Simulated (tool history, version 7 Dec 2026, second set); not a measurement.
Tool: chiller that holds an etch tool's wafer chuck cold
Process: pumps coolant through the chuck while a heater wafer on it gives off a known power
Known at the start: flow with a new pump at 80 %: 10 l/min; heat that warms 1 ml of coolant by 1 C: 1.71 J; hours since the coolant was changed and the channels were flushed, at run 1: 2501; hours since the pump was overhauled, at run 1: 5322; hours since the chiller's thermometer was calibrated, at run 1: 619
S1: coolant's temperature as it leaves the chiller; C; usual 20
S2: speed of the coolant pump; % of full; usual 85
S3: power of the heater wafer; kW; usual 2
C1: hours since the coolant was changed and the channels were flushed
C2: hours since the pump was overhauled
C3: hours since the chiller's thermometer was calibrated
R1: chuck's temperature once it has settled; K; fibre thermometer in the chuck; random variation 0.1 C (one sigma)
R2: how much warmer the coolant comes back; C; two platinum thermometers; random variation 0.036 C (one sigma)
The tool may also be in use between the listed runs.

run	hour	S1	S2	S3	C1	C2	C3	R1	R2
1	0	20	85	2	2501	5322	619	311.45	7.04
2	141.6	20	85	2	2642	5464	761	311.75	7.11
3	252.7	20	85	2	2754	5575	872	311.65	7.13
4	316.7	20	85	2	2818	5639	936	311.65	7.06
5	386.6	20	85	2	2887	5709	1006	311.85	7.07
6	526.7	20	85	2	3028	5849	1146	311.85	7.1
7	614	20	85	2	3115	5936	1233	311.75	7.14
8	708.1	20	85	2	3209	6030	1327	311.85	7.15
9	784.7	20	85	2	3286	6107	1404	311.75	7.1
10	880.7	20	85	2	3382	6203	1500	312.05	7.27
11	1022.7	20	85	2	3524	6345	1642	312.05	7.18
12	1174.2	14	96	1.58	3675	6496	1793	300.85	5
13	1258	14	96	1.58	3759	6580	1877	300.75	5.04
14	1354.5	14	99	1.392	3855	6677	1974	298.95	4.2
15	1476.1	24	99	2.709	3977	6798	2095	320.45	8.45
16	1586.9	17	99	2.709	4088	6909	2206	313.15	8.33
17	1720.7	17	99	2.709	4222	7043	2340	313.45	8.44
18	1862	27	73	2.472	4363	7184	2481	327.15	10.54
19	1959	15	85	2	4460	7281	2578	307.65	7.35
20	2031.3	15	85	2	4532	7353	2650	307.95	7.29
21	2119.1	29	67	1.076	4620	7441	2738	314.85	5.04

Forecast each of these 5 alternatives for the next run:
A	2186.3	20	74	2	4687	7508	2805	?	?
B	2186.3	20	70	2	4687	7508	2805	?	?
C	2186.3	13	71	1.076	4687	7508	2805	?	?
D	2186.3	29	99	1.076	4687	7508	2805	?	?
E	2186.3	22	67	1.674	4687	7508	2805	?	?

run	R1	R2
A	314.95	8.43
B	315.95	8.95
C	298.45	4.76
D	311.75	3.34
E	314.95	7.88
Without the tool's hidden state the same runs would have given:
run	R1	R2
A	311.85	7.56
B	312.65	8.03
C	296.65	4.27
D	310.25	3
E	312.15	7.07
